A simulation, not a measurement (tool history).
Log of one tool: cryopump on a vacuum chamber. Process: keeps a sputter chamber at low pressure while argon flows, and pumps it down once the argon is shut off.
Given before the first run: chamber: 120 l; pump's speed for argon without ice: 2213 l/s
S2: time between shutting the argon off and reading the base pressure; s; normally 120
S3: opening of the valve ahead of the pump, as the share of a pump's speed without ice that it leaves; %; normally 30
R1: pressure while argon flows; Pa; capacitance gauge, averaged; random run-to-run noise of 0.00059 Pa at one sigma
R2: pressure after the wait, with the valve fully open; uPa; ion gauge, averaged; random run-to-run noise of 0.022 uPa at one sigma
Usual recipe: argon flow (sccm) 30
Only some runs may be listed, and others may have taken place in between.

run 1 hour=0.0 | argon_flow_(sccm)=30 S2=120 S3=30 | R1=0.0814 R2=1.25
run 2 hour=47.2 | argon_flow_(sccm)=30 S2=51 S3=30 | R1=0.0834 R2=1.97
run 3 hour=91.8 | argon_flow_(sccm)=30 S2=120 S3=30 | R1=0.0840 R2=1.31
-- hour=103.3 pump warmed up, emptied and cooled again
run 4 hour=141.4 | argon_flow_(sccm)=30 S2=120 S3=15 | R1=0.1532 R2=1.15
run 5 hour=182.3 | argon_flow_(sccm)=30 S2=120 S3=15 | R1=0.1532 R2=1.18
run 6 hour=213.2 | argon_flow_(sccm)=44 S2=120 S3=30 | R1=0.1141 R2=1.18
run 7 hour=255.0 | argon_flow_(sccm)=44 S2=120 S3=30 | R1=0.1161 R2=1.24
run 8 hour=291.5 | argon_flow_(sccm)=44 S2=120 S3=30 | R1=0.1154 R2=1.26
run 9 hour=338.8 | argon_flow_(sccm)=12 S2=75 S3=23 | R1=0.0408 R2=1.55
run 10 hour=376.7 | argon_flow_(sccm)=12 S2=75 S3=23 | R1=0.0420 R2=1.58
run 11 hour=415.2 | argon_flow_(sccm)=12 S2=37 S3=20 | R1=0.0484 R2=2.43
run 12 hour=455.7 | argon_flow_(sccm)=12 S2=37 S3=20 | R1=0.0476 R2=2.50
run 13 hour=476.7 | argon_flow_(sccm)=25 S2=46 S3=57 | R1=0.0386 R2=2.17
run 14 hour=510.3 | argon_flow_(sccm)=15 S2=156 S3=29 | R1=0.0422 R2=1.26

Forecast run 15:
run 15 hour=558.1 | argon_flow_(sccm)=26 S2=34 S3=38 | R1=? R2=?

{"run 15": {"R1": 0.058, "R2": 2.76}}
On a tool with no hidden condition, and with the same random variation, this run would have come out at R1 0.0521 Pa, R2 2.02 uPa.

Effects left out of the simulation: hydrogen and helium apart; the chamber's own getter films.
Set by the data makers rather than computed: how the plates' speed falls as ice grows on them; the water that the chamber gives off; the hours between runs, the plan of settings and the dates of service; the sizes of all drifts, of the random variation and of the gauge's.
